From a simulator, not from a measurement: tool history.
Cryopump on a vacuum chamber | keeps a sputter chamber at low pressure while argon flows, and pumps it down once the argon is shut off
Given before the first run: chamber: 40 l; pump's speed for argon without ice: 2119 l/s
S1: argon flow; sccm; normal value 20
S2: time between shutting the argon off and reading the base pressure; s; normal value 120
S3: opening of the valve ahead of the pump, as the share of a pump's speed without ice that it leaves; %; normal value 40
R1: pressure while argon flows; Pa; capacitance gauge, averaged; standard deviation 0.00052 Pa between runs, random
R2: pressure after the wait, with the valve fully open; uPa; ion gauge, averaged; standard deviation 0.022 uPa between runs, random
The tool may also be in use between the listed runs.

Run 1, hour 0.0: usual settings. Result: R1 0.0429 Pa, R2 1.25 uPa.
Run 2, hour 15.6: usual settings. Result: R1 0.0427 Pa, R2 1.21 uPa.
Run 3, hour 23.5: usual settings. Result: R1 0.0415 Pa, R2 1.28 uPa.
Run 4, hour 34.5: usual settings. Result: R1 0.0421 Pa, R2 1.28 uPa.
Run 5, hour 48.7: usual settings but S2 25 s. Result: R1 0.0412 Pa, R2 2.87 uPa.
Run 6, hour 64.2: usual settings but S2 25 s. Result: R1 0.0424 Pa, R2 2.76 uPa.
Run 7, hour 78.8: usual settings but S2 80 s. Result: R1 0.0420 Pa, R2 1.48 uPa.
Run 8, hour 90.0: usual settings but S2 80 s. Result: R1 0.0420 Pa, R2 1.45 uPa.
Run 9, hour 102.3: usual settings but S2 80 s. Result: R1 0.0419 Pa, R2 1.51 uPa.
Run 10, hour 112.3: usual settings but S2 80 s. Result: R1 0.0426 Pa, R2 1.49 uPa.
Run 11, hour 128.2: usual settings but S2 23 s. Result: R1 0.0425 Pa, R2 2.99 uPa.
Run 12, hour 139.6: usual settings but S2 50 s. Result: R1 0.0423 Pa, R2 1.88 uPa.
Run 13, hour 147.5: usual settings but S2 50 s. Result: R1 0.0425 Pa, R2 1.81 uPa.
Run 14, hour 163.4: usual settings. Result: R1 0.0425 Pa, R2 1.32 uPa.
Run 15, hour 172.8: usual settings but S1 19 sccm. Result: R1 0.0402 Pa, R2 1.30 uPa.
Run 16, hour 187.1: usual settings but S1 10 sccm. Result: R1 0.0206 Pa, R2 1.28 uPa.
Run 17, hour 196.8: usual settings but S1 10 sccm. Result: R1 0.0215 Pa, R2 1.27 uPa.
Run 18, hour 209.3: usual settings but S1 27 sccm, S2 238 s. Result: R1 0.0574 Pa, R2 1.10 uPa.
Run 19, hour 224.2: usual settings but S1 9 sccm, S2 129 s, S3 29 %. Result: R1 0.0262 Pa, R2 1.23 uPa.
Run 20, hour 233.2: usual settings but S1 14 sccm, S2 129 s, S3 24 %. Result: R1 0.0483 Pa, R2 1.27 uPa.
Run 21, hour 246.5: usual settings but S2 88 s, S3 22 %. Result: R1 0.0753 Pa, R2 1.46 uPa.
Run 22, hour 254.1: usual settings but S1 14 sccm. Result: R1 0.0290 Pa, R2 1.33 uPa.
Run 23, hour 266.4: usual settings but S1 14 sccm. Result: R1 0.0298 Pa, R2 1.36 uPa.
Run 24, hour 273.6: usual settings but S1 14 sccm. Result: R1 0.0303 Pa, R2 1.27 uPa.
Run 25, hour 283.9: usual settings but S1 14 sccm. Result: R1 0.0297 Pa, R2 1.38 uPa.
Run 26, hour 297.9: usual settings but S1 25 sccm, S2 29 s, S3 20 %. Result: R1 0.1047 Pa, R2 2.71 uPa.
Run 27, hour 311.8: usual settings but S1 17 sccm, S2 209 s. Result: R1 0.0365 Pa, R2 1.16 uPa.
Run 28, hour 321.7: usual settings but S1 9 sccm, S2 25 s. Result: R1 0.0187 Pa, R2 3.02 uPa.
Run 29, hour 328.8: usual settings but S1 9 sccm, S2 25 s. Result: R1 0.0186 Pa, R2 2.98 uPa.
Run 30, hour 336.7: usual settings but S1 9 sccm, S2 25 s. Result: R1 0.0191 Pa, R2 2.92 uPa.
Run 31, hour 348.5: usual settings but S1 9 sccm, S2 25 s. Result: R1 0.0201 Pa, R2 2.96 uPa.
Run 32, hour 358.9: usual settings but S2 125 s, S3 58 %. Result: R1 0.0303 Pa, R2 1.33 uPa.
Run 33, hour 372.3: usual settings but S2 125 s, S3 58 %. Result: R1 0.0309 Pa, R2 1.33 uPa.
Run 34, hour 380.7: usual settings but S1 18 sccm, S2 74 s, S3 43 %. Result: R1 0.0354 Pa, R2 1.60 uPa.

Predict each of these 4 candidate next runs independently; none follows another, all start after run 34:
Run A, hour 388.9: usual settings but S1 13 sccm, S2 25 s. Result: R1 ?, R2 ?.
Run B, hour 388.9: usual settings but S1 11 sccm, S2 26 s, S3 43 %. Result: R1 ?, R2 ?.
Run C, hour 388.9: usual settings but S1 18 sccm, S2 196 s, S3 43 %. Result: R1 ?, R2 ?.
Run D, hour 388.9: usual settings but S1 34 sccm, S2 74 s, S3 25 %. Result: R1 ?, R2 ?.

run      R1    R2
  A  0.0282  2.92
  B  0.0210  2.88
  C  0.0363  1.17
  D  0.1130  1.66
With no hidden state in the tool, these same runs would have given:
run      R1    R2
  A  0.0261  2.12
  B  0.0193  2.08
  C  0.0334  0.38
  D  0.1076  0.84
